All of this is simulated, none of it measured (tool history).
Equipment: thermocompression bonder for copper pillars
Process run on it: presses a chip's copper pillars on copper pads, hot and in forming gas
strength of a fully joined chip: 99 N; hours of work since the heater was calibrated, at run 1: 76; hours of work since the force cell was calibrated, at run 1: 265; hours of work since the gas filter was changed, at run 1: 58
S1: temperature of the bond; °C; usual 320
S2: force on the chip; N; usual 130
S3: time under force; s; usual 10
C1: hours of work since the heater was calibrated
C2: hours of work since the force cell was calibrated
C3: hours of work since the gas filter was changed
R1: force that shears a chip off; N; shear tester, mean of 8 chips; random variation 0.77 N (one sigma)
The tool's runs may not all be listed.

run 1 hour=0.0 | S1=320 S2=130 S3=10 | C1=76 C2=265 C3=58 | R1=56.2
run 2 hour=7.2 | S1=320 S2=130 S3=10 | C1=80 C2=269 C3=62 | R1=56.3
run 3 hour=21.5 | S1=320 S2=130 S3=13 | C1=87 C2=277 C3=70 | R1=61.8
run 4 hour=28.7 | S1=320 S2=130 S3=13 | C1=91 C2=281 C3=74 | R1=61.5
run 5 hour=44.7 | S1=320 S2=130 S3=18 | C1=100 C2=290 C3=83 | R1=66.2
run 6 hour=53.8 | S1=302 S2=130 S3=18 | C1=105 C2=295 C3=88 | R1=56.4
run 7 hour=69.6 | S1=302 S2=130 S3=18 | C1=114 C2=304 C3=96 | R1=56.6
run 8 hour=81.5 | S1=302 S2=130 S3=18 | C1=120 C2=310 C3=103 | R1=56.8
run 9 hour=93.5 | S1=320 S2=130 S3=10 | C1=127 C2=317 C3=109 | R1=54.9
run 10 hour=102.0 | S1=310 S2=130 S3=10 | C1=132 C2=321 C3=114 | R1=50.7
run 11 hour=114.0 | S1=310 S2=130 S3=10 | C1=138 C2=328 C3=121 | R1=49.9
run 12 hour=129.3 | S1=310 S2=130 S3=10 | C1=147 C2=336 C3=129 | R1=49.6
run 13 hour=136.7 | S1=320 S2=130 S3=10 | C1=151 C2=340 C3=133 | R1=53.6
run 14 hour=145.1 | S1=320 S2=130 S3=10 | C1=155 C2=345 C3=138 | R1=53.8
run 15 hour=157.1 | S1=320 S2=130 S3=10 | C1=162 C2=352 C3=144 | R1=53.1
run 16 hour=171.7 | S1=320 S2=130 S3=9 | C1=170 C2=360 C3=152 | R1=51.3
run 17 hour=181.1 | S1=320 S2=130 S3=9 | C1=175 C2=365 C3=158 | R1=52.5
run 18 hour=189.3 | S1=320 S2=130 S3=9 | C1=180 C2=369 C3=162 | R1=51.6
run 19 hour=201.5 | S1=329 S2=154 S3=10 | C1=186 C2=376 C3=169 | R1=60.8
run 20 hour=212.5 | S1=329 S2=154 S3=10 | C1=192 C2=382 C3=175 | R1=60.0
run 21 hour=221.8 | S1=320 S2=194 S3=12 | C1=197 C2=387 C3=180 | R1=64.9
run 22 hour=237.9 | S1=320 S2=194 S3=12 | C1=206 C2=396 C3=189 | R1=64.3
run 23 hour=249.9 | S1=320 S2=194 S3=12 | C1=213 C2=403 C3=195 | R1=63.2
run 24 hour=261.4 | S1=335 S2=194 S3=12 | C1=219 C2=409 C3=202 | R1=69.4
run 25 hour=278.7 | S1=320 S2=147 S3=6 | C1=229 C2=418 C3=211 | R1=45.2
run 26 hour=291.9 | S1=343 S2=90 S3=24 | C1=236 C2=426 C3=218 | R1=68.6
run 27 hour=306.7 | S1=335 S2=90 S3=7 | C1=244 C2=434 C3=226 | R1=45.3
run 28 hour=319.5 | S1=335 S2=90 S3=7 | C1=251 C2=441 C3=234 | R1=45.6
run 29 hour=327.2 | S1=335 S2=90 S3=7 | C1=255 C2=445 C3=238 | R1=45.2
run 30 hour=338.5 | S1=335 S2=90 S3=7 | C1=261 C2=451 C3=244 | R1=44.7
-- hour=343.4 forming gas filter changed
run 31 hour=355.3 | S1=320 S2=139 S3=10 | C1=270 C2=460 C3=7 | R1=58.3
run 32 hour=368.2 | S1=338 S2=139 S3=10 | C1=277 C2=467 C3=14 | R1=66.0

For some of the steps in R1 from one run to the next: how much would appear even if the tool had no hidden state, given the settings, what came in and random variation, and how much remains for the hidden state plus any gauge scatter that the measured result and the result without hidden state don't share?
Unlogged tool condition in this case: true temperature of the bond over the reading, C; force that reaches the chip, % of what is set; oxide that the forming gas leaves, % of the face; drift of the gauge itself on shear_n, %.
Run 24 -> 25: S1 335 -> 320, S2 194 -> 147, S3 12 -> 6. R1 -24.2 N: hidden state +1.9, all else -26.1.
Run 25 -> 26: S1 320 -> 343, S2 147 -> 90, S3 6 -> 24. R1 +23.4 N: hidden state -2.5, all else +25.9.
Run 26 -> 27: S1 343 -> 335, S3 24 -> 7. R1 -23.3 N: hidden state +2.3, all else -25.6.
Run 30 -> 31: S1 335 -> 320, S2 90 -> 139, S3 7 -> 10, forming gas filter changed. R1 +13.6 N: hidden state +5.2, all else +8.4.

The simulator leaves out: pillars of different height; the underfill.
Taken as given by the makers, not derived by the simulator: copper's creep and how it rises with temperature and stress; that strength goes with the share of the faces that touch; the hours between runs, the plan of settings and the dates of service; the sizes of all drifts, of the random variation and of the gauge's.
